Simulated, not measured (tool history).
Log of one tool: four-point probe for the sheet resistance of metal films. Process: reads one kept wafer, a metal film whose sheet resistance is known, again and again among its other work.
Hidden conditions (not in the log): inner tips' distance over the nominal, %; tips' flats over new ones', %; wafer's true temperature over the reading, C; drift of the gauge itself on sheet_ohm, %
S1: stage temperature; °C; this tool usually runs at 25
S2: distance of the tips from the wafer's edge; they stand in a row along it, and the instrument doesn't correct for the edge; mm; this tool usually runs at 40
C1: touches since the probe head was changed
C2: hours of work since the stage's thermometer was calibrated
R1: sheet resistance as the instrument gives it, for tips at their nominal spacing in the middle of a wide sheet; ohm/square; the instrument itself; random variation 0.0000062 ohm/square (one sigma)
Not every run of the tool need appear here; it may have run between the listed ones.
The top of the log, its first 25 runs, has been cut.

| run | day | S1 | S2 | C1 | C2 | R1 |
|---|---|---|---|---|---|---|
| 26 | 85.854 | 19 | 49 | 71457 | 807 | 0.031178 |
| 27 | 90.358 | 19 | 49 | 74012 | 891 | 0.03119 |
| 28 | 94.508 | 19 | 49 | 76363 | 968 | 0.031188 |
| 29 | 97.9 | 24 | 72 | 78287 | 1031 | 0.031152 |
| 30 | 101.792 | 24 | 72 | 80491 | 1104 | 0.031166 |
| 31 | 104.221 | 24 | 72 | 81868 | 1149 | 0.03116 |
| 32 | 108.442 | 34 | 17 | 84261 | 1228 | 0.031123 |
| 33 | 110.946 | 34 | 17 | 85680 | 1274 | 0.031129 |
| 34 | 115.404 | 25 | 24 | 88208 | 1357 | 0.03118 |
| 35 | 118.596 | 23 | 70 | 90018 | 1417 | 0.031192 |
| 36 | 121.321 | 25 | 8 | 91561 | 1467 | 0.031291 |
| 37 | 124.958 | 30 | 37 | 93624 | 1535 | 0.031156 |
| 38 | 126.938 | 29 | 14 | 94746 | 1572 | 0.031189 |
| 39 | 129.092 | 30 | 4 | 95966 | 1612 | 0.031563 |
| 40 | 133.567 | 32 | 30 | 98503 | 1696 | 0.031146 |
| 41 | 135.696 | 30 | 40 | 99711 | 1735 | 0.031148 |
| 42 | 140.083 | 25 | 14 | 102197 | 1817 | 0.031235 |
| 43 | 142.317 | 24 | 9 | 103463 | 1859 | 0.031295 |
| 44 | 145.238 | 19 | 43 | 105120 | 1913 | 0.031245 |

Here are 5 independent what-if runs from the current tool condition. What would each one return?
| A | 147.462 | 20 | 4 | 106380 | 1955 | ? |
| B | 147.462 | 25 | 18 | 106380 | 1955 | ? |
| C | 147.462 | 29 | 43 | 106380 | 1955 | ? |
| D | 147.462 | 26 | 4 | 106380 | 1955 | ? |
| E | 147.462 | 19 | 62 | 106380 | 1955 | ? |

| run | R1 |
|---|---|
| A | 0.031654 |
| B | 0.03123 |
| C | 0.031175 |
| D | 0.031617 |
| E | 0.031243 |
Without the tool's hidden state the same runs would have given:
| run | R1 |
|---|---|
| A | 0.031532 |
| B | 0.031111 |
| C | 0.031056 |
| D | 0.031496 |
| E | 0.031123 |

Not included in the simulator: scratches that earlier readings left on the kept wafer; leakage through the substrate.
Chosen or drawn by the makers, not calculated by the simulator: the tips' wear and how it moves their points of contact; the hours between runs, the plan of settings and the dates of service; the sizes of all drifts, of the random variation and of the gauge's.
